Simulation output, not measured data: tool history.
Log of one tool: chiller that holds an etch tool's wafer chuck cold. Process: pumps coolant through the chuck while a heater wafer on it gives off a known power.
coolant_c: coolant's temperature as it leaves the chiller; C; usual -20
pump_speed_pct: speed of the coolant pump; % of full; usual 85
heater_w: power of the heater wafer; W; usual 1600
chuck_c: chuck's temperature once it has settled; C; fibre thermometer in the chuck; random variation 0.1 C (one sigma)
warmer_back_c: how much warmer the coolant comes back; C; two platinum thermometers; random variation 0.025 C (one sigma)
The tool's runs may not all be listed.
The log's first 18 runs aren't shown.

Run 19, hour 1186.8: usual settings but coolant_c -15 C, pump_speed_pct 83 % of full, heater_w 1133 W. Result: chuck_c -6.5 C, warmer_back_c 2.94 C.
Run 20, hour 1241.8: usual settings but pump_speed_pct 64 % of full, heater_w 1804 W. Result: chuck_c -3.8 C, warmer_back_c 6.13 C.
Run 21, hour 1318.6: usual settings but pump_speed_pct 70 % of full, heater_w 1639 W. Result: chuck_c -6.2 C, warmer_back_c 5.04 C.
Run 22, hour 1373.6: usual settings but pump_speed_pct 70 % of full, heater_w 1639 W. Result: chuck_c -6.3 C, warmer_back_c 5.09 C.
Run 23, hour 1419.7: usual settings but coolant_c -15 C, pump_speed_pct 82 % of full, heater_w 1295 W. Result: chuck_c -5.4 C, warmer_back_c 3.4 C.
Run 24, hour 1510.7: usual settings but coolant_c -14 C. Result: chuck_c -2.3 C, warmer_back_c 4.08 C.
Run 25, hour 1570.5: usual settings but coolant_c -22 C, pump_speed_pct 72 % of full, heater_w 826 W. Result: chuck_c -15.4 C, warmer_back_c 2.48 C.
Run 26, hour 1617.5: usual settings but pump_speed_pct 73 % of full. Result: chuck_c -7 C, warmer_back_c 4.74 C.
Run 27, hour 1675.2: usual settings but pump_speed_pct 97 % of full. Result: chuck_c -9.2 C, warmer_back_c 3.54 C.
Run 28, hour 1753.4: usual settings but coolant_c -18 C, pump_speed_pct 64 % of full. Result: chuck_c -3.7 C, warmer_back_c 5.41 C.
Run 29, hour 1814: usual settings but pump_speed_pct 62 % of full, heater_w 1242 W. Result: chuck_c -8.5 C, warmer_back_c 4.36 C.
Run 30, hour 1905.6: usual settings but pump_speed_pct 62 % of full, heater_w 1242 W. Result: chuck_c -8.7 C, warmer_back_c 4.31 C.
Run 31, hour 1952.4: usual settings but pump_speed_pct 98 % of full, heater_w 1242 W. Result: chuck_c -11.8 C, warmer_back_c 2.75 C.
Run 32, hour 1995.8: usual settings but coolant_c -25 C, heater_w 1457 W. Result: chuck_c -14.6 C, warmer_back_c 3.77 C.

4 ways to go on from here, each from the tool as it stands after run 32. What would each give?
Run A, hour 2082: usual settings but pump_speed_pct 95 % of full, heater_w 978 W. Result: chuck_c ?, warmer_back_c ?.
Run B, hour 2082: usual settings but coolant_c -29 C, pump_speed_pct 86 % of full. Result: chuck_c ?, warmer_back_c ?.
Run C, hour 2082: usual settings but coolant_c -28 C, pump_speed_pct 78 % of full, heater_w 2176 W. Result: chuck_c ?, warmer_back_c ?.
Run D, hour 2082: usual settings but coolant_c -25 C, pump_speed_pct 63 % of full, heater_w 1457 W. Result: chuck_c ?, warmer_back_c ?.

run  chuck_c  warmer_back_c
  A    -13.3            2.2
  B    -17.5           3.99
  C    -11.1           6.02
  D    -11.9           4.98
Without the tool's hidden state the same runs would have given:
run  chuck_c  warmer_back_c
  A    -13.3            2.2
  B    -17.6           3.99
  C    -11.1           6.02
  D    -11.9           4.98
